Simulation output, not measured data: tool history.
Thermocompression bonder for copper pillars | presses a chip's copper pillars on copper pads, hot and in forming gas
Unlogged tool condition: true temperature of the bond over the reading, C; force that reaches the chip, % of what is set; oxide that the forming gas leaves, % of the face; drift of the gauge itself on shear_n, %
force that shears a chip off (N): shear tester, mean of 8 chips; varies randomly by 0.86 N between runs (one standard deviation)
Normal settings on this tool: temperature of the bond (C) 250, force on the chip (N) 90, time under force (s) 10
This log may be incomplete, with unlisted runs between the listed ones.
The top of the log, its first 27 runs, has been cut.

run	hour	temperature of the bond (C)	force on the chip (N)	time under force (s)	hours of work since the heater was calibrated	hours of work since the force cell was calibrated	hours of work since the gas filter was changed	force that shears a chip off (N)
28	1230.1	273	106	17	926	391	247	111.6
# hour 1259.1: forming gas filter changed
29	1267.3	273	106	17	951	416	6	114.9
30	1296.9	250	90	21	971	437	26	88.2
31	1353.8	250	115	15	1010	475	64	89.2
32	1396.8	250	115	15	1040	505	94	86.5
33	1463.2	238	91	7	1085	550	139	48.7
34	1528.6	238	91	7	1129	594	183	50.2
35	1593.9	261	76	7	1174	639	228	69.1
36	1634.3	261	83	5	1201	666	255	63.0
# hour 1652.9: forming gas filter changed
37	1702.5	261	83	5	1247	712	34	62.7
38	1761.1	263	90	26	1287	752	74	109.2
39	1829.7	263	90	26	1334	799	120	108.6

Branching from run 39: 3 alternative next runs. What would each branch give?
A	1882.5	263	81	26	1370	835	156	?
B	1882.5	250	90	9	1370	835	156	?
C	1882.5	225	90	19	1370	835	156	?

run	force that shears a chip off (N)
A	106.6
B	67.6
C	57.3
Had the tool no hidden state, the same runs would have come out as:
run	force that shears a chip off (N)
A	106.5
B	67.3
C	56.9
